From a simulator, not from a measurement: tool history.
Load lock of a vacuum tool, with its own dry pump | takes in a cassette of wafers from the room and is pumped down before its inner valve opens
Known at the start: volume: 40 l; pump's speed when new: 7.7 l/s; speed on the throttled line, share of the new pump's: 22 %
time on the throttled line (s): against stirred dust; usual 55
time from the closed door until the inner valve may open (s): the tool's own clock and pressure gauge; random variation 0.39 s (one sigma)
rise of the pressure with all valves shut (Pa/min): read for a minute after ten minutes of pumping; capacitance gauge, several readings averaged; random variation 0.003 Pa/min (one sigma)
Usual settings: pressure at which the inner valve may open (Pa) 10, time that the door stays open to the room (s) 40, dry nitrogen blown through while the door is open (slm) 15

| run | hour | time on the throttled line (s) | pressure at which the inner valve may open (Pa) | time that the door stays open to the room (s) | dry nitrogen blown through while the door is open (slm) | incoming humidity of the room's air, % | time from the closed door until the inner valve may open (s) | rise of the pressure with all valves shut (Pa/min) |
|---|---|---|---|---|---|---|---|---|
| 1 | 0 | 55 | 10 | 40 | 15 | 42.3 | 92.7 | 0.034 |
| 2 | 167.3 | 29 | 10 | 40 | 15 | 46.4 | 72 | 0.04 |
| 3 | 409.3 | 29 | 10 | 40 | 15 | 43.8 | 72.8 | 0.037 |
| 4 | 708 | 55 | 10 | 26 | 15 | 50.3 | 93.1 | 0.038 |
| 5 | 881.8 | 55 | 10 | 26 | 27 | 42.5 | 93.2 | 0.029 |
| 6 | 1178.4 | 55 | 9 | 26 | 27 | 43.1 | 93 | 0.034 |
| 7 | 1369.9 | 55 | 19 | 26 | 27 | 46.4 | 89.6 | 0.035 |
| 8 | 1556.4 | 55 | 19 | 26 | 27 | 41.3 | 90 | 0.037 |
| 9 | 1885.5 | 55 | 19 | 69 | 27 | 49.9 | 89.3 | 0.064 |
| 10 | 2133.7 | 55 | 19 | 69 | 27 | 46.2 | 89.8 | 0.053 |
| 11 | 2295.6 | 55 | 10 | 40 | 15 | 46.3 | 92.7 | 0.052 |
| 12 | 2609.8 | 55 | 10 | 40 | 15 | 43.9 | 92.8 | 0.054 |
| 13 | 2857 | 104 | 10 | 40 | 15 | 46.5 | 130.4 | 0.06 |
| 14 | 3031.2 | 104 | 10 | 40 | 15 | 47.6 | 129.6 | 0.063 |
| 15 | 3266.6 | 104 | 10 | 40 | 15 | 45.4 | 130.7 | 0.059 |
| 16 | 3488.9 | 104 | 10 | 40 | 15 | 48.5 | 131 | 0.066 |
| 17 | 3642.2 | 104 | 10 | 40 | 15 | 47 | 130.2 | 0.066 |
| 18 | 3869 | 66 | 11 | 40 | 15 | 43.6 | 100.8 | 0.062 |
| 19 | 4121 | 63 | 13 | 83 | 20 | 43.7 | 98.5 | 0.079 |
| 20 | 4385 | 63 | 13 | 83 | 20 | 44.7 | 97.6 | 0.092 |
| 21 | 4523.1 | 77 | 15 | 200 | 38 | 45 | 107.4 | 0.11 |
| 22 | 4777.2 | 77 | 15 | 200 | 38 | 43.2 | 108.2 | 0.11 |
| 23 | 5008.5 | 101 | 10 | 75 | 27 | 44.4 | 128.4 | 0.08 |
| 24 | 5142.5 | 35 | 10 | 149 | 27 | 42.3 | 78.2 | 0.108 |
| 25 | 5314.4 | 43 | 15 | 58 | 33 | 45.8 | 81.8 | 0.075 |
| 26 | 5573.2 | 55 | 9 | 229 | 27 | 45.4 | 94.7 | 0.144 |
| 27 | 5812.1 | 57 | 16 | 197 | 14 | 43.2 | 92.8 | 0.16 |
| 28 | 6010.2 | 57 | 16 | 197 | 14 | 46.6 | 92.1 | 0.168 |
| 29 | 6157.4 | 55 | 12 | 64 | 15 | 42.9 | 92.6 | 0.1 |
| 30 | 6438.2 | 54 | 12 | 37 | 14 | 44.1 | 92 | 0.088 |
| 31 | 6633.5 | 77 | 10 | 40 | 15 | 46.1 | 109.8 | 0.096 |
| 32 | 6767.5 | 77 | 10 | 40 | 15 | 46 | 110.6 | 0.098 |

Some steps in time from the closed door until the inner valve may open (s) between neighbouring runs. How much of each would the tool show without its hidden state too (settings, what came in, random variation), and how much is left for the hidden state, with any gauge scatter that isn't in both results?
The hidden state here: pump's speed, % of a new pump's; leak at the door's seal, Pa l/s; drift of the gauge itself on ready_s, %; drift of the gauge itself on rise_pa_min, %.
Run 12 -> 13: time on the throttled line (s) 55 -> 104. time from the closed door until the inner valve may open (s) +37.6: hidden state -0.6, all else +38.2.
Run 17 -> 18: time on the throttled line (s) 104 -> 66, pressure at which the inner valve may open (Pa) 10 -> 11. time from the closed door until the inner valve may open (s) -29.4: hidden state +0.4, all else -29.8.
Run 23 -> 24: time on the throttled line (s) 101 -> 35, time that the door stays open to the room (s) 75 -> 149. time from the closed door until the inner valve may open (s) -50.2: hidden state +1, all else -51.2.
